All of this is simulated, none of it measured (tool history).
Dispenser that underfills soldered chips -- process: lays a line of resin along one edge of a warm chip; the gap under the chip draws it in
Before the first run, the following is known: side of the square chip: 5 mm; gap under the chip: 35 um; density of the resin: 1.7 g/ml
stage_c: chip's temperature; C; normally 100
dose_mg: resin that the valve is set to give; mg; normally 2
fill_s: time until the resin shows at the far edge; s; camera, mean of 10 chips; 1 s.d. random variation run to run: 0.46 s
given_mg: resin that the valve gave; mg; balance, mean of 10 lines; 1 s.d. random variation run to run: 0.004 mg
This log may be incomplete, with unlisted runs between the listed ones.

run   hour  stage_c  dose_mg  fill_s  given_mg
  1      0      100        2    48.1     1.975
       1.1  -- new syringe of resin
  2   12.7      100        2    46.6      1.98
        15  -- new syringe of resin
  3   20.2      100        2    40.4     1.966
      28.2  -- new syringe of resin
  4   30.2      100        2    37.1     1.959
      41.5  -- new syringe of resin
  5   41.9      100        2      35     1.954
  6     51      100        2    43.9     1.952
        55  -- new syringe of resin
  7   58.2      100        2    38.8     1.953
      68.4  -- new syringe of resin
  8   69.7      100     1.93    37.1     1.882
  9   80.5      100     2.13    47.4     2.074
        82  -- new syringe of resin
 10   90.6      100     2.13    44.3     2.066
      95.5  -- new syringe of resin
 11  103.1      100     2.13    43.8     2.054
     107.7  -- dispensing valve cleaned and set on the balance
     109.7  -- new syringe of resin
 12  110.8      100     2.13    36.2     2.127
 13  119.5      100     2.13    46.2     2.122
       123  -- new syringe of resin
 14  131.2      100     2.13    43.7     2.116
     136.1  -- new syringe of resin
 15  140.1      100     2.13    38.9     2.116
     149.6  -- new syringe of resin
 16  153.5      109     1.75    29.6     1.734
     162.8  -- new syringe of resin
 17  167.4      110        2    26.6     1.967
     176.8  -- new syringe of resin
 18    177      104     1.93    30.1     1.896
 19  186.2       89     1.89    74.5     1.859
       191  -- new syringe of resin
 20  200.2       89     1.89    74.8     1.842
     203.2  -- stage's temperature calibrated
       206  -- new syringe of resin
 21  207.4       89     1.89    56.2     1.848
 22  216.1       97     1.98    50.6     1.925
     219.2  -- new syringe of resin
 23  229.1       97     1.83    51.6     1.778
     232.9  -- new syringe of resin
 24  240.4       93     1.89    56.9      1.83
     246.1  -- new syringe of resin
     252.5  -- dispensing valve cleaned and set on the balance
 25  256.1       93     1.98    59.2     1.977
     261.1  -- new syringe of resin
 26  267.4      100     2.17    38.9     2.159

Branching from run 26: 5 alternative next runs. What would each branch give?
     274.8  -- new syringe of resin
  A  277.5      103      2.4       ?         ?
     274.8  -- new syringe of resin
  B  277.5       91     2.17       ?         ?
     274.8  -- new syringe of resin
  C  277.5       93     2.45       ?         ?
     274.8  -- new syringe of resin
  D  277.5       86     1.99       ?         ?
     274.8  -- new syringe of resin
  E  277.5      108      2.4       ?         ?

run  fill_s  given_mg
  A    30.6     2.379
  B    51.4     2.151
  C    46.9     2.427
  D    65.3      1.97
  E      26     2.379
The same runs, with their run-to-run variation unchanged, on a tool lacking any hidden condition would have given:
run  fill_s  given_mg
  A    28.8     2.399
  B    48.3     2.169
  C    44.1     2.447
  D    61.4     1.986
  E    24.5     2.399

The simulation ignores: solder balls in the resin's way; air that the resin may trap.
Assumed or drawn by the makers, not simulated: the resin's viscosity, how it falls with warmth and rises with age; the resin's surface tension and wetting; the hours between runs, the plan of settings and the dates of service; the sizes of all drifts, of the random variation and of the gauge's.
